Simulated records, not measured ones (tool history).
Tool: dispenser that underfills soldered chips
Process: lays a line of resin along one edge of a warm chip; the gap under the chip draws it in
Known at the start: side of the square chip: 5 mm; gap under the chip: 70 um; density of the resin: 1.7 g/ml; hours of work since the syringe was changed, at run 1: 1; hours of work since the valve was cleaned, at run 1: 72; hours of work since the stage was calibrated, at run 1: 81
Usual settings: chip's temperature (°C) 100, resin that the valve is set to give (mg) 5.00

run,hour,chip's temperature (°C),resin that the valve is set to give (mg),hours of work since the syringe was changed,hours of work since the valve was cleaned,hours of work since the stage was calibrated,time until the resin shows at the far edge (s),resin that the valve gave (mg)
1,0.0,100,5.00,1,72,81,15.9,4.85
2,4.0,100,5.00,4,75,84,18.2,4.85
3,12.2,100,5.00,11,81,90,25.7,4.84
# hour 14.4: new syringe of resin
4,17.2,100,5.00,2,85,94,16.5,4.82
5,22.6,100,5.00,7,90,98,20.3,4.82
6,26.4,100,5.00,10,93,101,24.1,4.80
# hour 29.8: new syringe of resin
7,32.6,100,5.00,2,97,106,16.5,4.81
8,38.8,100,5.00,7,102,111,21.7,4.79
# hour 42.9: dispensing valve cleaned and set on the balance
# hour 46.1: new syringe of resin
9,47.7,100,5.00,1,4,117,16.0,5.00
10,53.3,90,5.00,6,8,122,27.3,4.98
11,58.4,90,5.00,10,12,126,34.6,4.99
# hour 61.7: new syringe of resin
12,66.8,90,5.00,4,19,132,24.4,4.94
13,75.8,90,5.00,11,26,139,35.9,4.97
# hour 77.2: new syringe of resin
14,82.3,86,5.00,4,31,144,28.2,4.95
15,88.2,109,4.96,9,35,149,19.5,4.88
# hour 92.6: new syringe of resin
16,95.9,110,4.60,3,41,155,13.3,4.53
17,101.2,110,4.60,7,46,159,15.8,4.53
18,106.4,110,4.60,11,50,163,20.2,4.51
# hour 108.0: new syringe of resin
19,113.0,110,4.60,4,55,168,14.6,4.49
20,120.8,100,5.31,10,61,175,25.8,5.19
# hour 123.2: new syringe of resin
21,129.8,90,4.32,5,68,182,27.8,4.19
22,135.7,100,6.18,10,73,186,25.7,6.01
# hour 138.6: new syringe of resin
23,141.8,102,4.89,3,77,191,16.3,4.75
24,149.1,85,6.45,8,83,197,34.9,6.25
# hour 154.1: new syringe of resin
25,155.5,85,6.45,1,88,202,24.2,6.24
26,161.0,98,6.30,6,92,206,20.2,6.07
27,165.2,90,4.68,9,96,209,32.2,4.49

4 ways to go on from here, each from the tool as it stands after run 27. What would each give?
# hour 169.6: new syringe of resin
A,174.0,94,5.43,4,103,216,?,?
# hour 169.6: new syringe of resin
B,174.0,87,4.28,4,103,216,?,?
# hour 169.6: new syringe of resin
C,174.0,110,5.55,4,103,216,?,?
# hour 169.6: new syringe of resin
D,174.0,89,5.86,4,103,216,?,?

run,time until the resin shows at the far edge (s),resin that the valve gave (mg)
A,21.6,5.21
B,27.6,4.10
C,13.5,5.33
D,24.6,5.63
Without the tool's hidden state the same runs would have given:
run,time until the resin shows at the far edge (s),resin that the valve gave (mg)
A,17.1,5.43
B,21.7,4.28
C,10.7,5.56
D,19.4,5.87
